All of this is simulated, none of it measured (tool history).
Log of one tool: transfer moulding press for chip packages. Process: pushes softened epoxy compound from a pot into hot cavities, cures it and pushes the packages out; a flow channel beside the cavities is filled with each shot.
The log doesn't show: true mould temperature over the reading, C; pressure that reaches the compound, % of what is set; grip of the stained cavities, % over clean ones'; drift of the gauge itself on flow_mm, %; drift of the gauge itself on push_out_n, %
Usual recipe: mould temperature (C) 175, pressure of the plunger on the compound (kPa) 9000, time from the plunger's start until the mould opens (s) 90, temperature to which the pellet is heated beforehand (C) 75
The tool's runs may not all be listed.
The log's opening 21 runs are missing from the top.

run,day,mould temperature (C),pressure of the plunger on the compound (kPa),time from the plunger's start until the mould opens (s),temperature to which the pellet is heated beforehand (C),hours of work since the mould's thermocouples were calibrated,shots since the plunger's rings were changed,shots since the cavities were cleaned,incoming compound's hours out of the cold store,length that the compound runs in the flow channel (mm),greatest force on the pins that push the packages out (N)
22,10.517,171,7510,112,73,304,3238,381,13.6,664,538
23,10.938,175,7410,98,75,310,3352,495,46.9,570,546
24,11.275,175,7410,98,75,315,3443,586,32.2,599,560
25,11.575,175,9000,115,74,320,3524,667,20.4,696,536
26,12.058,175,9000,81,74,327,3655,798,15.7,706,917
27,12.342,175,9000,81,74,331,3731,874,19.9,692,923
# day 12.446: cavities cleaned with cleaning compound and waxed
28,13.054,175,9280,88,72,341,3907,165,34.8,658,550
29,13.517,175,9280,88,72,348,4031,289,42.2,634,570
30,13.879,175,9280,88,72,353,4130,388,46.2,633,616

3 options for the next run, each taken on its own from the tool as it stands now. Forecast them:
A,14.283,175,8070,113,75,359,4239,497,36.6,?,?
B,14.283,175,9000,118,75,359,4239,497,9.1,?,?
C,14.283,167,7470,123,75,359,4239,497,30,?,?

run,length that the compound runs in the flow channel (mm),greatest force on the pins that push the packages out (N)
A,611,517
B,725,498
C,623,587
With the hidden condition removed and each run's random variation left untouched, the same runs would have given:
run,length that the compound runs in the flow channel (mm),greatest force on the pins that push the packages out (N)
A,636,359
B,754,345
C,649,397
